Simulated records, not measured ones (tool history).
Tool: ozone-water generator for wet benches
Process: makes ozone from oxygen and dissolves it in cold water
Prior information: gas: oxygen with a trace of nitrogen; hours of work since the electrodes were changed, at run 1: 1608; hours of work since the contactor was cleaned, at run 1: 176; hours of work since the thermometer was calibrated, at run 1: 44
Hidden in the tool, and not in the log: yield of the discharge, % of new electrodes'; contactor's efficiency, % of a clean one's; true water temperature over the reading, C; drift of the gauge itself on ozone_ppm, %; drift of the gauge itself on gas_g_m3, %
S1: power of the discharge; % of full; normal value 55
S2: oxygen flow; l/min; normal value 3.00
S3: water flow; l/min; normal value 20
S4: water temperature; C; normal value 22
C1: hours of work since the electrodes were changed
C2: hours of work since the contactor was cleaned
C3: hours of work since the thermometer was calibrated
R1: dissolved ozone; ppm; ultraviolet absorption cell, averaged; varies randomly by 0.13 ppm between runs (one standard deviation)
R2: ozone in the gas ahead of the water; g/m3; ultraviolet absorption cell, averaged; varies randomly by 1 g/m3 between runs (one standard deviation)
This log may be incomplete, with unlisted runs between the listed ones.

run,hour,S1,S2,S3,S4,C1,C2,C3,R1,R2
1,0.0,55,3.00,20,22,1608,176,44,13.3,168.8
2,43.4,55,3.00,20,22,1636,205,73,13.1,168.9
3,103.4,55,3.00,20,22,1676,244,113,13.5,170.0
4,177.3,55,3.00,25,22,1725,294,162,11.0,167.5
5,254.0,55,3.00,20,22,1777,345,213,13.4,168.4
6,332.2,55,3.00,20,22,1829,397,265,13.3,167.6
7,393.4,55,3.00,20,22,1869,437,306,13.6,169.1
8,441.9,55,3.00,20,22,1902,470,338,13.3,168.5
9,514.3,55,3.00,20,22,1950,518,386,13.2,167.5
# hour 521.5: water thermometer calibrated
10,607.4,55,3.00,20,22,2011,579,57,13.2,166.1
11,656.4,55,3.00,20,29,2044,612,90,12.1,167.9
12,695.4,55,3.00,16,29,2070,638,116,14.6,166.4
13,745.4,55,3.00,16,29,2103,671,149,14.5,165.8
14,824.3,55,4.17,19,29,2156,724,201,12.3,137.8
15,897.1,83,2.42,13,28,2204,772,250,23.0,252.5
16,968.8,83,2.42,13,28,2252,820,298,22.7,250.4
17,1030.3,55,4.41,26,22,2293,861,338,10.3,130.4
# hour 1046.7: water thermometer calibrated, once more
18,1073.6,55,4.41,26,22,2321,889,18,10.5,129.6
19,1146.6,55,4.41,26,22,2370,938,67,10.3,130.5
20,1184.9,55,4.41,26,22,2395,963,92,10.4,129.4
21,1245.0,44,3.00,20,22,2435,1003,132,11.4,144.3
22,1292.0,44,3.00,20,22,2466,1035,163,11.4,144.0
23,1367.1,44,3.00,20,22,2516,1085,213,11.5,143.9

Consider 5 possible next runs. They are alternatives, not a sequence: every one starts from the tool as it was left by run 23. What does each give?
A,1450.9,44,3.51,24,17,2572,1140,269,?,?
B,1450.9,55,2.07,20,22,2572,1140,269,?,?
C,1450.9,94,3.00,31,22,2572,1140,269,?,?
D,1450.9,55,3.00,21,22,2572,1140,269,?,?
E,1450.9,74,1.84,20,28,2572,1140,269,?,?

run,R1,R2
A,10.3,129.5
B,13.0,210.5
C,11.8,233.8
D,12.7,166.3
E,14.4,274.4
The same runs, with their run-to-run variation unchanged, on a tool lacking any hidden condition would have given:
run,R1,R2
A,10.8,134.4
B,13.7,220.1
C,12.7,249.0
D,13.3,173.8
E,15.4,289.8
